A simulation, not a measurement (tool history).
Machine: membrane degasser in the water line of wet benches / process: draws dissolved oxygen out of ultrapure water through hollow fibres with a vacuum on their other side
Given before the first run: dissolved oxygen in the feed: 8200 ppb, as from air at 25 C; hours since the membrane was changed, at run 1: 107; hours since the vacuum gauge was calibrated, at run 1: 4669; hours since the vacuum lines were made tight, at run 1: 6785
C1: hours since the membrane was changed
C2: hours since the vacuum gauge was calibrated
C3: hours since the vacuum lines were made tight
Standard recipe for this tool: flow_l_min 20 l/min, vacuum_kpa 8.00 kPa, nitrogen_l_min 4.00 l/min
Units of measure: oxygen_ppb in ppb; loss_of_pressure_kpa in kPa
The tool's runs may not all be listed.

{"run": 1, "hour": 0.0, "flow_l_min": 20, "vacuum_kpa": 8.0, "nitrogen_l_min": 4.0, "C1": 107, "C2": 4669, "C3": 6785, "oxygen_ppb": 91.6, "loss_of_pressure_kpa": 41.35}
{"run": 2, "hour": 33.0, "flow_l_min": 20, "vacuum_kpa": 8.0, "nitrogen_l_min": 4.0, "C1": 140, "C2": 4702, "C3": 6818, "oxygen_ppb": 91.0, "loss_of_pressure_kpa": 41.46}
{"run": 3, "hour": 80.2, "flow_l_min": 20, "vacuum_kpa": 8.0, "nitrogen_l_min": 4.0, "C1": 187, "C2": 4749, "C3": 6865, "oxygen_ppb": 92.0, "loss_of_pressure_kpa": 41.46}
{"run": 4, "hour": 124.4, "flow_l_min": 14, "vacuum_kpa": 8.0, "nitrogen_l_min": 4.0, "C1": 231, "C2": 4794, "C3": 6909, "oxygen_ppb": 49.7, "loss_of_pressure_kpa": 29.2}
{"run": 5, "hour": 178.6, "flow_l_min": 20, "vacuum_kpa": 8.0, "nitrogen_l_min": 4.0, "C1": 286, "C2": 4848, "C3": 6964, "oxygen_ppb": 93.7, "loss_of_pressure_kpa": 41.33}
{"run": 6, "hour": 220.2, "flow_l_min": 20, "vacuum_kpa": 8.0, "nitrogen_l_min": 4.0, "C1": 327, "C2": 4889, "C3": 7005, "oxygen_ppb": 91.7, "loss_of_pressure_kpa": 41.44}
{"run": 7, "hour": 270.5, "flow_l_min": 20, "vacuum_kpa": 8.0, "nitrogen_l_min": 2.99, "C1": 378, "C2": 4940, "C3": 7056, "oxygen_ppb": 111.3, "loss_of_pressure_kpa": 41.42}
{"run": 8, "hour": 315.8, "flow_l_min": 20, "vacuum_kpa": 8.0, "nitrogen_l_min": 2.99, "C1": 423, "C2": 4985, "C3": 7101, "oxygen_ppb": 112.5, "loss_of_pressure_kpa": 41.55}
{"run": 9, "hour": 352.3, "flow_l_min": 12, "vacuum_kpa": 6.66, "nitrogen_l_min": 7.08, "C1": 459, "C2": 5021, "C3": 7137, "oxygen_ppb": 18.3, "loss_of_pressure_kpa": 24.99}
{"run": 10, "hour": 389.0, "flow_l_min": 12, "vacuum_kpa": 8.02, "nitrogen_l_min": 10.21, "C1": 496, "C2": 5058, "C3": 7174, "oxygen_ppb": 17.8, "loss_of_pressure_kpa": 25.0}
{"run": 11, "hour": 423.3, "flow_l_min": 13, "vacuum_kpa": 6.09, "nitrogen_l_min": 4.0, "C1": 530, "C2": 5092, "C3": 7208, "oxygen_ppb": 29.9, "loss_of_pressure_kpa": 27.15}
{"run": 12, "hour": 449.1, "flow_l_min": 19, "vacuum_kpa": 6.78, "nitrogen_l_min": 4.0, "C1": 556, "C2": 5118, "C3": 7234, "oxygen_ppb": 69.3, "loss_of_pressure_kpa": 39.53}
{"run": 13, "hour": 484.2, "flow_l_min": 19, "vacuum_kpa": 8.0, "nitrogen_l_min": 2.54, "C1": 591, "C2": 5153, "C3": 7269, "oxygen_ppb": 115.0, "loss_of_pressure_kpa": 39.47}
{"run": 14, "hour": 512.0, "flow_l_min": 19, "vacuum_kpa": 6.65, "nitrogen_l_min": 8.38, "C1": 619, "C2": 5181, "C3": 7297, "oxygen_ppb": 45.4, "loss_of_pressure_kpa": 39.44}

Some steps in oxygen_ppb between neighbouring runs. How much of each would the tool show without its hidden state too (settings, what came in, random variation), and how much is left for the hidden state, with any gauge scatter that isn't in both results?
Hidden state present: membrane still open, %; true pressure behind the membrane over the reading, kPa; air that leaks in behind the membrane, l/min; drift of the gauge itself on oxygen_ppb, %; drift of the gauge itself on loss_of_pressure_kpa, %.
Run 8 -> 9: flow_l_min 20 -> 12, vacuum_kpa 8.00 -> 6.66, nitrogen_l_min 2.99 -> 7.08. oxygen_ppb -94.2 ppb: hidden state -3.6, all else -90.6.
